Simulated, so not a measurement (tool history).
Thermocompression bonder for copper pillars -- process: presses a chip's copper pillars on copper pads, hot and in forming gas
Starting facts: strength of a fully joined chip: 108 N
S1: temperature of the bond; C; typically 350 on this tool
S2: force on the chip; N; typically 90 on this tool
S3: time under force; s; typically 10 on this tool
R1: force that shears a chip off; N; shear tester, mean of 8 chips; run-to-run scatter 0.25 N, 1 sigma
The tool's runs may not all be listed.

run 1 hour=0.0 | S1=350 S2=90 S3=10 | R1=46.1
run 2 hour=20.1 | S1=350 S2=90 S3=10 | R1=45.7
run 3 hour=35.3 | S1=350 S2=90 S3=10 | R1=45.6
run 4 hour=44.5 | S1=350 S2=90 S3=10 | R1=45.7
run 5 hour=56.9 | S1=350 S2=90 S3=10 | R1=45.6
run 6 hour=69.2 | S1=350 S2=90 S3=10 | R1=45.9
run 7 hour=83.9 | S1=350 S2=90 S3=10 | R1=45.2
run 8 hour=101.0 | S1=350 S2=110 S3=6 | R1=45.7
run 9 hour=112.9 | S1=350 S2=110 S3=6 | R1=45.8
run 10 hour=125.1 | S1=321 S2=62 S3=6 | R1=19.0
run 11 hour=136.3 | S1=321 S2=62 S3=6 | R1=19.0
run 12 hour=145.5 | S1=321 S2=62 S3=6 | R1=18.7
run 13 hour=156.2 | S1=342 S2=59 S3=10 | R1=26.6
run 14 hour=172.6 | S1=373 S2=90 S3=21 | R1=66.3

How would selected steps in R1 from run to run divide? Give the signed amount a tool lacking its hidden state would still show from settings, what came in and random variation, and the signed amount left for the hidden state, including any gauge scatter that is not in both of the compared results.
The hidden state here: true temperature of the bond over the reading, C; force that reaches the chip, % of what is set; oxide that the forming gas leaves, % of the face; drift of the gauge itself on shear_n, %.
Run 13 -> 14: S1 342 -> 373, S2 59 -> 90, S3 10 -> 21. R1 +39.7 N: hidden state -1.2, all else +40.9.

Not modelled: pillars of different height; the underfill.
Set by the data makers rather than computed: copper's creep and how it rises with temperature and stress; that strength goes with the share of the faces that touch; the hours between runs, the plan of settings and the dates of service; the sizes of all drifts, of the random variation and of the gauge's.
